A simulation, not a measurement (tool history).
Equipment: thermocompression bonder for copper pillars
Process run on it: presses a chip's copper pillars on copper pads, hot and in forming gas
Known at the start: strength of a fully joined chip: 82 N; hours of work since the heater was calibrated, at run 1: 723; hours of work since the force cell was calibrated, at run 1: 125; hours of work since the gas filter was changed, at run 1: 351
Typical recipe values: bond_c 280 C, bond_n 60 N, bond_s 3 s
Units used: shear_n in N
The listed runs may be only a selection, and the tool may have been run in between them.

run   hour  bond_c  bond_n  bond_s  hours of work since the heater was calibrated  hours of work since the force cell was calibrated  hours of work since the gas filter was changed  shear_n
  1    0.0     280      60       3                                            723                                                125                                             351     52.4
  2    6.6     280      60       3                                            727                                                128                                             354     52.6
      12.4  -- forming gas filter changed
  3   13.3     280      60       3                                            730                                                131                                               0     57.6
  4   23.6     280      60       3                                            735                                                136                                               6     55.9
  5   32.4     280      60       3                                            740                                                141                                              10     57.3
  6   40.1     280      60       3                                            743                                                145                                              14     56.1
  7   44.9     280      47       3                                            746                                                147                                              17     45.7
  8   50.5     280      47       3                                            749                                                150                                              20     45.4
  9   60.5     258      60       3                                            754                                                155                                              25     41.3
 10   66.2     280      53       3                                            757                                                158                                              28     50.8
 11   76.7     255      53       3                                            762                                                164                                              33     35.6
 12   83.0     255      53       3                                            766                                                167                                              36     34.3
 13   89.2     282      42       3                                            769                                                170                                              39     42.3
 14   95.2     301      42       4                                            772                                                173                                              43     56.8
 15  100.1     301      42       4                                            774                                                176                                              45     59.8
 16  109.1     301      42       4                                            779                                                180                                              50     57.1
 17  118.6     301      42       4                                            784                                                185                                              55     57.6
 18  128.4     259      48       4                                            789                                                190                                              60     37.3
 19  133.9     305      60       6                                            792                                                193                                              62     75.7
 20  140.2     305      60       6                                            795                                                196                                              66     74.9
 21  148.6     305      60       6                                            799                                                201                                              70     75.7
 22  155.9     304      41       9                                            803                                                204                                              74     68.2
 23  166.6     304      41       9                                            809                                                210                                              79     69.0

What if the next run were any one of these 5? Each begins from the tool's condition after run 23:
  A  177.6     280      60       4                                            814                                                216                                              85        ?
  B  177.6     280      60       2                                            814                                                216                                              85        ?
  C  177.6     293      45       9                                            814                                                216                                              85        ?
  D  177.6     285      86       8                                            814                                                216                                              85        ?
  E  177.6     267      79       6                                            814                                                216                                              85        ?

run  shear_n
  A     59.0
  B     48.3
  C     67.3
  D     79.2
  E     67.2
The same runs, with their run-to-run variation unchanged, on a tool lacking any hidden condition would have given:
run  shear_n
  A     64.7
  B     54.1
  C     72.0
  D     81.6
  E     72.3

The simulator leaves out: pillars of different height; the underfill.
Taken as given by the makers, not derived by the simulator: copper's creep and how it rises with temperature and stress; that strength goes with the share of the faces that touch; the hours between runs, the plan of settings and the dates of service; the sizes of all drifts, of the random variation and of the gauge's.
